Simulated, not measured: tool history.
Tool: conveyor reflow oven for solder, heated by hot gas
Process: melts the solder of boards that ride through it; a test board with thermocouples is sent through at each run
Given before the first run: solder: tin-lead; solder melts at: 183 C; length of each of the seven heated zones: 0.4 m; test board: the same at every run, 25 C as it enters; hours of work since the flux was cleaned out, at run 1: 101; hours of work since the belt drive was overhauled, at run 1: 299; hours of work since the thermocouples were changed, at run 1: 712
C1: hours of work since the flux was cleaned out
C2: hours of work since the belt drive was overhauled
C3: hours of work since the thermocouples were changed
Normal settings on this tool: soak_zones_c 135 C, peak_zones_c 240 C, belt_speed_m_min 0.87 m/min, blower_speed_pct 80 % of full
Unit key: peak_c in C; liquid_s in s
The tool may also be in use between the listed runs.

{"run": 1, "day": 0.0, "soak_zones_c": 135, "peak_zones_c": 240, "belt_speed_m_min": 0.87, "blower_speed_pct": 80, "C1": 101, "C2": 299, "C3": 712, "peak_c": 225.5, "liquid_s": 45}
{"run": 2, "day": 3.675, "soak_zones_c": 135, "peak_zones_c": 240, "belt_speed_m_min": 0.87, "blower_speed_pct": 80, "C1": 169, "C2": 367, "C3": 780, "peak_c": 224.9, "liquid_s": 45.1}
{"run": 3, "day": 6.7, "soak_zones_c": 129, "peak_zones_c": 240, "belt_speed_m_min": 0.87, "blower_speed_pct": 80, "C1": 225, "C2": 423, "C3": 836, "peak_c": 224.1, "liquid_s": 43.4}
{"run": 4, "day": 9.867, "soak_zones_c": 129, "peak_zones_c": 240, "belt_speed_m_min": 0.87, "blower_speed_pct": 80, "C1": 284, "C2": 482, "C3": 895, "peak_c": 224.7, "liquid_s": 43.3}
{"run": 5, "day": 13.104, "soak_zones_c": 135, "peak_zones_c": 240, "belt_speed_m_min": 0.87, "blower_speed_pct": 80, "C1": 344, "C2": 542, "C3": 955, "peak_c": 225.8, "liquid_s": 45}
{"run": 6, "day": 16.767, "soak_zones_c": 127, "peak_zones_c": 240, "belt_speed_m_min": 0.87, "blower_speed_pct": 80, "C1": 412, "C2": 610, "C3": 1023, "peak_c": 223.5, "liquid_s": 42.6}
{"day": 17.821, "done": "flux residue cleaned out of gas plates and filters"}
{"run": 7, "day": 19.517, "soak_zones_c": 127, "peak_zones_c": 240, "belt_speed_m_min": 0.87, "blower_speed_pct": 80, "C1": 31, "C2": 657, "C3": 1070, "peak_c": 222.3, "liquid_s": 41.6}
{"run": 8, "day": 21.708, "soak_zones_c": 127, "peak_zones_c": 240, "belt_speed_m_min": 0.87, "blower_speed_pct": 80, "C1": 72, "C2": 697, "C3": 1110, "peak_c": 222.1, "liquid_s": 42}
{"run": 9, "day": 25.146, "soak_zones_c": 127, "peak_zones_c": 240, "belt_speed_m_min": 0.87, "blower_speed_pct": 80, "C1": 136, "C2": 761, "C3": 1174, "peak_c": 222.6, "liquid_s": 41.6}
{"run": 10, "day": 28.904, "soak_zones_c": 127, "peak_zones_c": 240, "belt_speed_m_min": 0.87, "blower_speed_pct": 80, "C1": 205, "C2": 831, "C3": 1244, "peak_c": 222.1, "liquid_s": 41.7}
{"run": 11, "day": 32.317, "soak_zones_c": 127, "peak_zones_c": 240, "belt_speed_m_min": 0.87, "blower_speed_pct": 80, "C1": 269, "C2": 894, "C3": 1307, "peak_c": 222.2, "liquid_s": 41.6}
{"day": 34.042, "done": "thermocouples of zones 6 and 7 changed"}
{"run": 12, "day": 34.696, "soak_zones_c": 127, "peak_zones_c": 240, "belt_speed_m_min": 0.87, "blower_speed_pct": 80, "C1": 311, "C2": 937, "C3": 12, "peak_c": 217.6, "liquid_s": 39.4}
{"run": 13, "day": 37.062, "soak_zones_c": 135, "peak_zones_c": 240, "belt_speed_m_min": 0.87, "blower_speed_pct": 61, "C1": 355, "C2": 980, "C3": 56, "peak_c": 214.4, "liquid_s": 38.3}
{"day": 39.133, "done": "belt drive overhauled, speed set with a stopwatch"}
{"run": 14, "day": 39.133, "soak_zones_c": 135, "peak_zones_c": 240, "belt_speed_m_min": 0.87, "blower_speed_pct": 80, "C1": 390, "C2": 0, "C3": 91, "peak_c": 217.8, "liquid_s": 41}
{"day": 39.617, "done": "flux residue cleaned out of gas plates and filters, once more"}
{"run": 15, "day": 41.55, "soak_zones_c": 135, "peak_zones_c": 240, "belt_speed_m_min": 0.959, "blower_speed_pct": 80, "C1": 36, "C2": 41, "C3": 132, "peak_c": 220.4, "liquid_s": 38}
{"run": 16, "day": 44.896, "soak_zones_c": 139, "peak_zones_c": 237, "belt_speed_m_min": 0.87, "blower_speed_pct": 80, "C1": 98, "C2": 103, "C3": 194, "peak_c": 221.4, "liquid_s": 44}
{"run": 17, "day": 47.508, "soak_zones_c": 135, "peak_zones_c": 229, "belt_speed_m_min": 0.87, "blower_speed_pct": 80, "C1": 146, "C2": 151, "C3": 243, "peak_c": 213.4, "liquid_s": 39}
{"run": 18, "day": 49.608, "soak_zones_c": 144, "peak_zones_c": 240, "belt_speed_m_min": 0.87, "blower_speed_pct": 80, "C1": 185, "C2": 190, "C3": 282, "peak_c": 224.7, "liquid_s": 47}
{"run": 19, "day": 51.267, "soak_zones_c": 144, "peak_zones_c": 240, "belt_speed_m_min": 0.87, "blower_speed_pct": 80, "C1": 216, "C2": 221, "C3": 312, "peak_c": 224.7, "liquid_s": 47}
{"run": 20, "day": 54.062, "soak_zones_c": 144, "peak_zones_c": 240, "belt_speed_m_min": 0.87, "blower_speed_pct": 80, "C1": 268, "C2": 273, "C3": 364, "peak_c": 224.6, "liquid_s": 47.2}
{"run": 21, "day": 57.317, "soak_zones_c": 141, "peak_zones_c": 240, "belt_speed_m_min": 0.944, "blower_speed_pct": 80, "C1": 328, "C2": 333, "C3": 425, "peak_c": 222.2, "liquid_s": 40.6}
{"run": 22, "day": 60.933, "soak_zones_c": 135, "peak_zones_c": 236, "belt_speed_m_min": 0.87, "blower_speed_pct": 52, "C1": 395, "C2": 400, "C3": 492, "peak_c": 210.6, "liquid_s": 35.6}
{"day": 62.9, "done": "flux residue cleaned out of gas plates and filters"}
{"run": 23, "day": 63.162, "soak_zones_c": 135, "peak_zones_c": 236, "belt_speed_m_min": 0.87, "blower_speed_pct": 52, "C1": 5, "C2": 438, "C3": 529, "peak_c": 212.6, "liquid_s": 37}
{"run": 24, "day": 66.388, "soak_zones_c": 126, "peak_zones_c": 246, "belt_speed_m_min": 0.839, "blower_speed_pct": 55, "C1": 65, "C2": 497, "C3": 589, "peak_c": 221.3, "liquid_s": 42}
{"run": 25, "day": 69.4, "soak_zones_c": 135, "peak_zones_c": 243, "belt_speed_m_min": 0.713, "blower_speed_pct": 80, "C1": 120, "C2": 553, "C3": 645, "peak_c": 234.5, "liquid_s": 59.5}
{"run": 26, "day": 71.5, "soak_zones_c": 135, "peak_zones_c": 243, "belt_speed_m_min": 0.713, "blower_speed_pct": 80, "C1": 159, "C2": 592, "C3": 684, "peak_c": 234.1, "liquid_s": 59.9}
{"run": 27, "day": 75.2, "soak_zones_c": 135, "peak_zones_c": 243, "belt_speed_m_min": 0.713, "blower_speed_pct": 80, "C1": 228, "C2": 661, "C3": 752, "peak_c": 234.6, "liquid_s": 60.5}
{"run": 28, "day": 78.233, "soak_zones_c": 135, "peak_zones_c": 243, "belt_speed_m_min": 0.713, "blower_speed_pct": 80, "C1": 284, "C2": 717, "C3": 808, "peak_c": 233.9, "liquid_s": 59.8}
{"run": 29, "day": 80.321, "soak_zones_c": 129, "peak_zones_c": 240, "belt_speed_m_min": 0.87, "blower_speed_pct": 65, "C1": 323, "C2": 756, "C3": 847, "peak_c": 218.8, "liquid_s": 41}

What if the next run were any one of these 5? Each begins from the tool's condition after run 29:
{"run": "A", "day": 84.058, "soak_zones_c": 131, "peak_zones_c": 240, "belt_speed_m_min": 0.87, "blower_speed_pct": 80, "C1": 392, "C2": 825, "C3": 916, "peak_c": "?", "liquid_s": "?"}
{"run": "B", "day": 84.058, "soak_zones_c": 134, "peak_zones_c": 240, "belt_speed_m_min": 0.87, "blower_speed_pct": 80, "C1": 392, "C2": 825, "C3": 916, "peak_c": "?", "liquid_s": "?"}
{"run": "C", "day": 84.058, "soak_zones_c": 135, "peak_zones_c": 250, "belt_speed_m_min": 0.87, "blower_speed_pct": 66, "C1": 392, "C2": 825, "C3": 916, "peak_c": "?", "liquid_s": "?"}
{"run": "D", "day": 84.058, "soak_zones_c": 129, "peak_zones_c": 239, "belt_speed_m_min": 0.722, "blower_speed_pct": 84, "C1": 392, "C2": 825, "C3": 916, "peak_c": "?", "liquid_s": "?"}
{"run": "E", "day": 84.058, "soak_zones_c": 129, "peak_zones_c": 246, "belt_speed_m_min": 0.828, "blower_speed_pct": 78, "C1": 392, "C2": 825, "C3": 916, "peak_c": "?", "liquid_s": "?"}

run=A peak_c=224 liquid_s=43.8
run=B peak_c=224.4 liquid_s=44.9
run=C peak_c=229.4 liquid_s=46.8
run=D peak_c=229.7 liquid_s=56.2
run=E peak_c=230.3 liquid_s=49
With no hidden state in the tool, these same runs would have given:
run=A peak_c=222.8 liquid_s=42.6
run=B peak_c=223.2 liquid_s=43.6
run=C peak_c=228.1 liquid_s=45.4
run=D peak_c=228 liquid_s=54.6
run=E peak_c=229.1 liquid_s=47.6

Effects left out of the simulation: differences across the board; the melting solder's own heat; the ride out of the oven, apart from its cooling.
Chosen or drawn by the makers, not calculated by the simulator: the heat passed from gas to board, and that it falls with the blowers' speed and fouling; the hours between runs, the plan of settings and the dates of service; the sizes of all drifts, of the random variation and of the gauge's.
